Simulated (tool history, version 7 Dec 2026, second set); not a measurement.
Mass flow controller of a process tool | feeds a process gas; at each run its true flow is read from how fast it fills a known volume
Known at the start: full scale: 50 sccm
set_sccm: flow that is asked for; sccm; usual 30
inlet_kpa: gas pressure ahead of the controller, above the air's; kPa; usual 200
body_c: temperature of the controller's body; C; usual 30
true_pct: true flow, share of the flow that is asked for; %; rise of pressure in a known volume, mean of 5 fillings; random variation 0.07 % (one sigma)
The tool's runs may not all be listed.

run	hour	set_sccm	inlet_kpa	body_c	true_pct
1	0.0	30	200	30	97.60
2	56.8	30	208	30	97.50
3	114.5	30	208	30	97.45
4	171.1	30	208	30	97.38
5	225.9	45	200	30	98.25
6	291.4	30	200	30	97.39
7	363.8	30	171	30	97.61
8	398.5	30	200	30	97.34
9	469.5	7	200	30	96.81
10	518.4	7	200	30	96.91
11	589.9	30	200	30	97.40
12	621.8	30	200	30	97.34
13	683.5	36	208	26	97.82
14	755.3	12	238	25	96.48
15	794.3	12	260	31	96.04
16	858.4	16	143	34	96.99
17	917.1	16	189	34	96.48
18	986.3	28	218	26	97.13
19	1048.9	8	218	26	96.66
20	1083.1	36	266	26	97.19
21	1133.4	11	266	20	96.43
22	1167.1	11	266	20	96.31
23	1208.7	11	240	34	96.21

3 ways to go on from here, each from the tool as it stands after run 23. What would each give?
A	1255.3	42	200	30	?
B	1255.3	13	200	21	?
C	1255.3	20	144	30	?

run	true_pct
A	97.81
B	96.60
C	97.06
Without the tool's hidden state the same runs would have given:
run	true_pct
A	99.23
B	97.45
C	98.20

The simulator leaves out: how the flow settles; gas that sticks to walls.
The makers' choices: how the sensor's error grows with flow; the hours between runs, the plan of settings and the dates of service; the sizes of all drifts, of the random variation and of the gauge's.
